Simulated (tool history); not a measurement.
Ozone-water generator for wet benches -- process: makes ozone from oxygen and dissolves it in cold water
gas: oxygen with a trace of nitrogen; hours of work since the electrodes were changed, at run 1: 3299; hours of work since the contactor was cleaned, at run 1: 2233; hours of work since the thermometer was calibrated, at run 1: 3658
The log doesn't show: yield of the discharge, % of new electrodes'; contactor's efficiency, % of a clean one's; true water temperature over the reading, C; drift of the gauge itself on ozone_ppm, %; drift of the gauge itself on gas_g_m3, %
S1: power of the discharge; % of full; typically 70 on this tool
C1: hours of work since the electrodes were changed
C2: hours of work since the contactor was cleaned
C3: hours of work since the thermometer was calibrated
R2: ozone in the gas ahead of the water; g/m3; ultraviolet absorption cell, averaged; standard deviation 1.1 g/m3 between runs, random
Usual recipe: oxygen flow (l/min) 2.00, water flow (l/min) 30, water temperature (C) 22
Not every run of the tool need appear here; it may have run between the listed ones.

Run 1, day 0.000: usual settings; C1 3299; C2 2233; C3 3658. Result: dissolved ozone (ppm) 6.74, R2 179.4 g/m3.
Run 2, day 7.825: usual settings; C1 3427; C2 2361; C3 3787. Result: dissolved ozone (ppm) 6.65, R2 177.3 g/m3.
Run 3, day 12.033: usual settings; C1 3496; C2 2430; C3 3856. Result: dissolved ozone (ppm) 6.75, R2 177.9 g/m3.
Run 4, day 16.675: usual settings; C1 3573; C2 2506; C3 3932. Result: dissolved ozone (ppm) 6.84, R2 175.9 g/m3.
At day 19.750: water thermometer calibrated.
Run 5, day 20.221: usual settings but water temperature (C) 23; C1 3630; C2 2564; C3 8. Result: dissolved ozone (ppm) 6.79, R2 176.5 g/m3.
Run 6, day 24.812: usual settings but oxygen flow (l/min) 2.50; C1 3706; C2 2640; C3 83. Result: dissolved ozone (ppm) 7.11, R2 154.3 g/m3.
Run 7, day 32.583: usual settings but oxygen flow (l/min) 2.50; C1 3833; C2 2767; C3 211. Result: dissolved ozone (ppm) 6.83, R2 154.5 g/m3.
Run 8, day 37.717: usual settings but oxygen flow (l/min) 2.50; C1 3918; C2 2851; C3 295. Result: dissolved ozone (ppm) 7.01, R2 156.5 g/m3.
At day 40.942: water thermometer calibrated, once more.
Run 9, day 44.238: usual settings but oxygen flow (l/min) 2.50; C1 4024; C2 2958; C3 54. Result: dissolved ozone (ppm) 7.07, R2 154.9 g/m3.
Run 10, day 47.592: usual settings but S1 83 % of full, water temperature (C) 15; C1 4079; C2 3013; C3 109. Result: dissolved ozone (ppm) 7.50, R2 191.6 g/m3.
Run 11, day 55.075: usual settings but S1 54 % of full, oxygen flow (l/min) 3.32, water flow (l/min) 44, water temperature (C) 19; C1 4202; C2 3136; C3 232. Result: dissolved ozone (ppm) 4.53, R2 115.3 g/m3.
At day 56.804: contactor cleaned.
Run 12, day 59.208: usual settings but S1 54 % of full, oxygen flow (l/min) 3.32, water flow (l/min) 44, water temperature (C) 19; C1 4267; C2 39; C3 297. Result: dissolved ozone (ppm) 4.56, R2 115.9 g/m3.

Estimate the outcome of run 13 from the log above:
Run 13, day 62.846: usual settings but S1 54 % of full, oxygen flow (l/min) 3.32, water flow (l/min) 44, water temperature (C) 19; C1 4327; C2 99; C3 357. Result: dissolved ozone (ppm) ?, R2 ?.

{"run 13": {"dissolved ozone (ppm)": 4.71, "R2": 114.9}}
On a tool with no hidden condition, and with the same random variation, this run would have come out at dissolved ozone (ppm) 5.14, R2 125.1 g/m3.
